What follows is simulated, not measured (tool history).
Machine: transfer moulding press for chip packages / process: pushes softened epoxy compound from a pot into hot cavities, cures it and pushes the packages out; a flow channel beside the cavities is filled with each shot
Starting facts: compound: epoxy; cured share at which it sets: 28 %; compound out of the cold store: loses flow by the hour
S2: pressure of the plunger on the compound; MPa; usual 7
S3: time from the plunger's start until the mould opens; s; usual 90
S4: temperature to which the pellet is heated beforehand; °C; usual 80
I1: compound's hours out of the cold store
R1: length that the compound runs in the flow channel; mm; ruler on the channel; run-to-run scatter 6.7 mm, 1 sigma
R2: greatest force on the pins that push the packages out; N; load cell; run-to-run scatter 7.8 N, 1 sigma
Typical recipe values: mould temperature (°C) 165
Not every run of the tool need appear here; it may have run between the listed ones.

{"run": 1, "hour": 0.0, "mould temperature (°C)": 165, "S2": 7, "S3": 90, "S4": 80, "I1": 45.8, "R1": 655, "R2": 390}
{"run": 2, "hour": 22.3, "mould temperature (°C)": 165, "S2": 7, "S3": 90, "S4": 80, "I1": 33.3, "R1": 701, "R2": 435}
{"hour": 32.4, "done": "cavities cleaned with cleaning compound and waxed"}
{"run": 3, "hour": 45.9, "mould temperature (°C)": 165, "S2": 7, "S3": 90, "S4": 80, "I1": 25.5, "R1": 722, "R2": 479}
{"run": 4, "hour": 77.2, "mould temperature (°C)": 165, "S2": 7, "S3": 90, "S4": 80, "I1": 24.8, "R1": 718, "R2": 511}
{"hour": 82.6, "done": "cavities cleaned with cleaning compound and waxed"}
{"run": 5, "hour": 114.0, "mould temperature (°C)": 165, "S2": 7, "S3": 90, "S4": 80, "I1": 14, "R1": 758, "R2": 435}
{"hour": 135.0, "done": "cavities cleaned with cleaning compound and waxed"}
{"run": 6, "hour": 143.3, "mould temperature (°C)": 165, "S2": 7, "S3": 90, "S4": 80, "I1": 42, "R1": 658, "R2": 358}
{"run": 7, "hour": 176.6, "mould temperature (°C)": 165, "S2": 7, "S3": 90, "S4": 80, "I1": 21.2, "R1": 720, "R2": 433}
{"hour": 188.4, "done": "cavities cleaned with cleaning compound and waxed"}
{"run": 8, "hour": 217.0, "mould temperature (°C)": 165, "S2": 7, "S3": 90, "S4": 80, "I1": 47.7, "R1": 629, "R2": 411}
{"hour": 241.9, "done": "cavities cleaned with cleaning compound and waxed"}
{"run": 9, "hour": 252.8, "mould temperature (°C)": 165, "S2": 7, "S3": 90, "S4": 80, "I1": 48, "R1": 624, "R2": 354}
{"hour": 293.4, "done": "cavities cleaned with cleaning compound and waxed"}
{"run": 10, "hour": 297.4, "mould temperature (°C)": 165, "S2": 6.29, "S3": 90, "S4": 80, "I1": 31.8, "R1": 659, "R2": 351}
{"hour": 304.2, "done": "cavities cleaned with cleaning compound and waxed, once more"}
{"run": 11, "hour": 319.6, "mould temperature (°C)": 165, "S2": 7, "S3": 90, "S4": 80, "I1": 30, "R1": 677, "R2": 374}
{"hour": 355.4, "done": "cavities cleaned with cleaning compound and waxed"}
{"run": 12, "hour": 355.4, "mould temperature (°C)": 165, "S2": 7, "S3": 90, "S4": 80, "I1": 43.5, "R1": 638, "R2": 335}
{"run": 13, "hour": 377.7, "mould temperature (°C)": 165, "S2": 7, "S3": 90, "S4": 80, "I1": 46.6, "R1": 624, "R2": 398}
{"hour": 405.9, "done": "cavities cleaned with cleaning compound and waxed"}
{"run": 14, "hour": 422.2, "mould temperature (°C)": 165, "S2": 5.56, "S3": 90, "S4": 80, "I1": 16.3, "R1": 630, "R2": 419}
{"run": 15, "hour": 441.5, "mould temperature (°C)": 160, "S2": 8.74, "S3": 90, "S4": 80, "I1": 47.7, "R1": 693, "R2": 583}
{"hour": 458.2, "done": "cavities cleaned with cleaning compound and waxed"}
{"run": 16, "hour": 481.7, "mould temperature (°C)": 160, "S2": 8.74, "S3": 90, "S4": 80, "I1": 15.8, "R1": 820, "R2": 615}
{"hour": 508.6, "done": "cavities cleaned with cleaning compound and waxed"}
{"hour": 517.9, "done": "plunger's sealing rings changed"}
{"run": 17, "hour": 520.6, "mould temperature (°C)": 160, "S2": 7.68, "S3": 90, "S4": 81, "I1": 35.6, "R1": 740, "R2": 507}
{"hour": 561.9, "done": "cavities cleaned with cleaning compound and waxed"}
{"run": 18, "hour": 564.1, "mould temperature (°C)": 160, "S2": 7.68, "S3": 90, "S4": 81, "I1": 16.5, "R1": 816, "R2": 540}
{"run": 19, "hour": 584.9, "mould temperature (°C)": 160, "S2": 7.68, "S3": 90, "S4": 81, "I1": 18.2, "R1": 813, "R2": 621}
{"run": 20, "hour": 608.1, "mould temperature (°C)": 160, "S2": 7.68, "S3": 90, "S4": 81, "I1": 19.8, "R1": 786, "R2": 682}
{"hour": 613.5, "done": "cavities cleaned with cleaning compound and waxed"}
{"run": 21, "hour": 651.9, "mould temperature (°C)": 159, "S2": 7.31, "S3": 102, "S4": 76, "I1": 30.5, "R1": 735, "R2": 528}
{"hour": 666.2, "done": "cavities cleaned with cleaning compound and waxed"}
{"run": 22, "hour": 687.7, "mould temperature (°C)": 159, "S2": 7.31, "S3": 102, "S4": 76, "I1": 45, "R1": 680, "R2": 447}
{"hour": 717.3, "done": "cavities cleaned with cleaning compound and waxed"}
{"run": 23, "hour": 724.0, "mould temperature (°C)": 157, "S2": 5.41, "S3": 87, "S4": 76, "I1": 29.1, "R1": 633, "R2": 715}
{"run": 24, "hour": 751.6, "mould temperature (°C)": 157, "S2": 7.85, "S3": 81, "S4": 74, "I1": 27.3, "R1": 779, "R2": 1056}
{"hour": 769.9, "done": "cavities cleaned with cleaning compound and waxed"}
{"run": 25, "hour": 773.4, "mould temperature (°C)": 165, "S2": 7.97, "S3": 90, "S4": 80, "I1": 21.7, "R1": 776, "R2": 376}
{"run": 26, "hour": 813.3, "mould temperature (°C)": 163, "S2": 7.97, "S3": 90, "S4": 80, "I1": 26.1, "R1": 762, "R2": 527}
{"hour": 820.1, "done": "cavities cleaned with cleaning compound and waxed"}
{"run": 27, "hour": 836.1, "mould temperature (°C)": 164, "S2": 7, "S3": 90, "S4": 87, "I1": 30.7, "R1": 687, "R2": 443}

Predict each of these 5 candidate next runs independently; none follows another, all start after run 27:
{"run": "A", "hour": 866.6, "mould temperature (°C)": 170, "S2": 7, "S3": 121, "S4": 87, "I1": 15.5, "R1": "?", "R2": "?"}
{"run": "B", "hour": 866.6, "mould temperature (°C)": 165, "S2": 7, "S3": 75, "S4": 89, "I1": 27.2, "R1": "?", "R2": "?"}
{"run": "C", "hour": 866.6, "mould temperature (°C)": 165, "S2": 6.34, "S3": 90, "S4": 80, "I1": 36.4, "R1": "?", "R2": "?"}
{"run": "D", "hour": 866.6, "mould temperature (°C)": 166, "S2": 7, "S3": 85, "S4": 77, "I1": 32.7, "R1": "?", "R2": "?"}
{"run": "E", "hour": 866.6, "mould temperature (°C)": 169, "S2": 6.47, "S3": 90, "S4": 83, "I1": 41.7, "R1": "?", "R2": "?"}

run=A R1=719 R2=338
run=B R1=704 R2=697
run=C R1=626 R2=478
run=D R1=666 R2=515
run=E R1=607 R2=389
Had the tool no hidden state, the same runs would have come out as:
run=A R1=757 R2=254
run=B R1=740 R2=480
run=C R1=658 R2=338
run=D R1=700 R2=362
run=E R1=639 R2=286
